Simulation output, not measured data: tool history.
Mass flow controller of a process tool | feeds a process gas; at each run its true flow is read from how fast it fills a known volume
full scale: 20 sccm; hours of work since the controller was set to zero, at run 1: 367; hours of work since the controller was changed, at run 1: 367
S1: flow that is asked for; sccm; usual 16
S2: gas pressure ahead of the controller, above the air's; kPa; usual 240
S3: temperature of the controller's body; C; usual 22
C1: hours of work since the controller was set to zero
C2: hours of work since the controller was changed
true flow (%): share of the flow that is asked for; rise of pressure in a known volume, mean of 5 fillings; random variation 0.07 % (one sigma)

run 1 day=0.000 | S1=16 S2=240 S3=22 | C1=367 C2=367 | true_flow_(%)=99.18
run 2 day=2.621 | S1=16 S2=240 S3=22 | C1=390 C2=390 | true_flow_(%)=99.09
run 3 day=4.842 | S1=14 S2=240 S3=22 | C1=410 C2=410 | true_flow_(%)=99.10
run 4 day=7.404 | S1=14 S2=240 S3=22 | C1=432 C2=432 | true_flow_(%)=99.18
run 5 day=8.879 | S1=16 S2=240 S3=22 | C1=445 C2=445 | true_flow_(%)=99.22
run 6 day=10.483 | S1=16 S2=240 S3=22 | C1=459 C2=459 | true_flow_(%)=99.18
run 7 day=12.612 | S1=16 S2=240 S3=22 | C1=478 C2=478 | true_flow_(%)=99.30
run 8 day=14.988 | S1=16 S2=250 S3=22 | C1=499 C2=499 | true_flow_(%)=99.04
run 9 day=16.917 | S1=16 S2=250 S3=22 | C1=516 C2=516 | true_flow_(%)=99.07
run 10 day=19.562 | S1=6 S2=240 S3=22 | C1=539 C2=539 | true_flow_(%)=98.29
run 11 day=21.892 | S1=6 S2=240 S3=22 | C1=560 C2=560 | true_flow_(%)=98.32
run 12 day=23.817 | S1=16 S2=240 S3=22 | C1=577 C2=577 | true_flow_(%)=99.13
run 13 day=25.554 | S1=16 S2=157 S3=22 | C1=592 C2=592 | true_flow_(%)=99.63
run 14 day=27.008 | S1=5 S2=157 S3=22 | C1=605 C2=605 | true_flow_(%)=98.70
run 15 day=29.188 | S1=5 S2=157 S3=22 | C1=624 C2=624 | true_flow_(%)=98.69
run 16 day=32.367 | S1=16 S2=148 S3=22 | C1=652 C2=652 | true_flow_(%)=99.90
run 17 day=34.412 | S1=16 S2=148 S3=22 | C1=670 C2=670 | true_flow_(%)=99.68
run 18 day=37.308 | S1=16 S2=148 S3=22 | C1=695 C2=695 | true_flow_(%)=99.79
run 19 day=39.750 | S1=16 S2=148 S3=22 | C1=717 C2=717 | true_flow_(%)=99.65
run 20 day=42.317 | S1=16 S2=234 S3=22 | C1=739 C2=739 | true_flow_(%)=99.17
run 21 day=44.083 | S1=16 S2=234 S3=22 | C1=755 C2=755 | true_flow_(%)=99.17
run 22 day=45.567 | S1=16 S2=240 S3=22 | C1=768 C2=768 | true_flow_(%)=99.15
run 23 day=47.812 | S1=16 S2=240 S3=22 | C1=788 C2=788 | true_flow_(%)=99.10
run 24 day=50.221 | S1=13 S2=164 S3=37 | C1=809 C2=809 | true_flow_(%)=100.26
run 25 day=52.104 | S1=3 S2=258 S3=37 | C1=825 C2=825 | true_flow_(%)=98.14
run 26 day=54.383 | S1=3 S2=258 S3=37 | C1=845 C2=845 | true_flow_(%)=98.25
run 27 day=56.367 | S1=3 S2=258 S3=37 | C1=863 C2=863 | true_flow_(%)=98.10
run 28 day=58.796 | S1=3 S2=258 S3=37 | C1=884 C2=884 | true_flow_(%)=98.02
run 29 day=61.588 | S1=17 S2=211 S3=32 | C1=909 C2=909 | true_flow_(%)=99.93
run 30 day=64.362 | S1=7 S2=240 S3=34 | C1=933 C2=933 | true_flow_(%)=98.81
run 31 day=67.421 | S1=7 S2=240 S3=34 | C1=960 C2=960 | true_flow_(%)=98.84
run 32 day=69.950 | S1=3 S2=240 S3=33 | C1=982 C2=982 | true_flow_(%)=97.76
run 33 day=72.371 | S1=3 S2=240 S3=33 | C1=1004 C2=1004 | true_flow_(%)=97.98
run 34 day=75.354 | S1=3 S2=240 S3=31 | C1=1030 C2=1030 | true_flow_(%)=97.66
run 35 day=78.579 | S1=16 S2=240 S3=21 | C1=1058 C2=1058 | true_flow_(%)=99.02
run 36 day=80.888 | S1=5 S2=272 S3=22 | C1=1079 C2=1079 | true_flow_(%)=97.46
run 37 day=82.296 | S1=3 S2=165 S3=39 | C1=1091 C2=1091 | true_flow_(%)=98.60
run 38 day=85.254 | S1=10 S2=147 S3=39 | C1=1117 C2=1117 | true_flow_(%)=100.18
run 39 day=86.567 | S1=13 S2=148 S3=23 | C1=1129 C2=1129 | true_flow_(%)=99.34
run 40 day=88.588 | S1=17 S2=167 S3=28 | C1=1146 C2=1146 | true_flow_(%)=99.80
run 41 day=90.396 | S1=17 S2=167 S3=28 | C1=1162 C2=1162 | true_flow_(%)=99.81
run 42 day=92.062 | S1=16 S2=240 S3=26 | C1=1177 C2=1177 | true_flow_(%)=99.20
run 43 day=94.550 | S1=16 S2=240 S3=26 | C1=1199 C2=1199 | true_flow_(%)=99.12
run 44 day=97.283 | S1=6 S2=199 S3=27 | C1=1223 C2=1223 | true_flow_(%)=98.51

5 ways to go on from here, each from the tool as it stands after run 44. What would each give?
run A day=98.679 | S1=6 S2=178 S3=32 | C1=1235 C2=1235 | true_flow_(%)=?
run B day=98.679 | S1=6 S2=172 S3=35 | C1=1235 C2=1235 | true_flow_(%)=?
run C day=98.679 | S1=5 S2=240 S3=21 | C1=1235 C2=1235 | true_flow_(%)=?
run D day=98.679 | S1=6 S2=252 S3=25 | C1=1235 C2=1235 | true_flow_(%)=?
run E day=98.679 | S1=12 S2=276 S3=22 | C1=1235 C2=1235 | true_flow_(%)=?

run=A true_flow_(%)=98.84
run=B true_flow_(%)=99.02
run=C true_flow_(%)=97.39
run=D true_flow_(%)=97.87
run=E true_flow_(%)=98.34
Without the tool's hidden state the same runs would have given:
run=A true_flow_(%)=99.72
run=B true_flow_(%)=99.90
run=C true_flow_(%)=98.42
run=D true_flow_(%)=98.75
run=E true_flow_(%)=98.83
